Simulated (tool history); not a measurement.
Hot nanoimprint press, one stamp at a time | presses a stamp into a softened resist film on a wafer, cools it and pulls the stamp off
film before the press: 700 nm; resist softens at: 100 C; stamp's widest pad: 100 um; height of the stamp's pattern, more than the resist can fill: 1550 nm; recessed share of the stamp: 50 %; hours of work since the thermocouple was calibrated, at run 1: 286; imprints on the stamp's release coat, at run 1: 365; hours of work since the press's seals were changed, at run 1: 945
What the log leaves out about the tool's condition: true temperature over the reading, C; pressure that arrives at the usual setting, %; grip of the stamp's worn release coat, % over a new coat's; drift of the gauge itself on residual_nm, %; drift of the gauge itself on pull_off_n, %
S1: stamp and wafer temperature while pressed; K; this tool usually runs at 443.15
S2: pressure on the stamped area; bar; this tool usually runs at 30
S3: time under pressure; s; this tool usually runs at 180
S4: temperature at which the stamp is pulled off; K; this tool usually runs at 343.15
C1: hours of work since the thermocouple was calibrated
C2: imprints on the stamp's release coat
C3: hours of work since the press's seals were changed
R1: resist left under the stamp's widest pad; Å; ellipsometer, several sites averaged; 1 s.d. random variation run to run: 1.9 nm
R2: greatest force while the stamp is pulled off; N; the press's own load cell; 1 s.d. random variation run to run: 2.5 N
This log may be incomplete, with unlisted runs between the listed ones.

run 1 hour=0.0 | S1=443.15 S2=30 S3=180 S4=343.15 | C1=286 C2=365 C3=945 | R1=3000 R2=139
-- hour=62.0 stamp cleaned and given a new release coat
run 2 hour=85.2 | S1=443.15 S2=30 S3=180 S4=343.15 | C1=348 C2=95 C3=1006 | R1=2924 R2=129
run 3 hour=141.3 | S1=443.15 S2=30 S3=180 S4=343.15 | C1=391 C2=325 C3=1049 | R1=2930 R2=140
-- hour=176.6 press's hydraulic seals changed and the load cell set to zero
run 4 hour=195.4 | S1=443.15 S2=30 S3=180 S4=346.15 | C1=427 C2=513 C3=15 | R1=2837 R2=135
-- hour=220.6 stamp cleaned and given a new release coat
run 5 hour=235.8 | S1=443.15 S2=30 S3=180 S4=346.15 | C1=453 C2=62 C3=41 | R1=2796 R2=118
run 6 hour=271.9 | S1=443.15 S2=30 S3=119 S4=343.15 | C1=481 C2=210 C3=69 | R1=3264 R2=131
run 7 hour=348.3 | S1=443.15 S2=30 S3=180 S4=343.15 | C1=540 C2=522 C3=128 | R1=2783 R2=149
-- hour=370.4 stamp cleaned and given a new release coat
-- hour=381.3 plate thermocouple calibrated
run 8 hour=411.0 | S1=443.15 S2=30 S3=180 S4=343.15 | C1=23 C2=154 C3=169 | R1=2678 R2=128
run 9 hour=472.5 | S1=443.15 S2=30 S3=180 S4=343.15 | C1=70 C2=406 C3=217 | R1=2652 R2=140
-- hour=526.6 stamp cleaned and given a new release coat
run 10 hour=541.2 | S1=443.15 S2=30 S3=180 S4=343.15 | C1=119 C2=60 C3=265 | R1=2582 R2=124
run 11 hour=580.3 | S1=443.15 S2=30 S3=180 S4=343.15 | C1=149 C2=220 C3=296 | R1=2613 R2=131
-- hour=661.0 plate thermocouple calibrated, once more
run 12 hour=667.9 | S1=443.15 S2=30 S3=180 S4=343.15 | C1=5 C2=566 C3=361 | R1=3090 R2=150
-- hour=678.1 stamp cleaned and given a new release coat
run 13 hour=753.2 | S1=443.15 S2=30 S3=257 S4=343.15 | C1=67 C2=307 C3=422 | R1=2689 R2=143

For run 14, what comes out?
-- hour=826.7 stamp cleaned and given a new release coat
run 14 hour=841.9 | S1=443.15 S2=30 S3=257 S4=343.15 | C1=130 C2=62 C3=486 | R1=? R2=?

{"run 14": {"R1": 2665, "R2": 132}}
Without the tool's hidden state the same run would have given R1 2665 Å, R2 130 N.

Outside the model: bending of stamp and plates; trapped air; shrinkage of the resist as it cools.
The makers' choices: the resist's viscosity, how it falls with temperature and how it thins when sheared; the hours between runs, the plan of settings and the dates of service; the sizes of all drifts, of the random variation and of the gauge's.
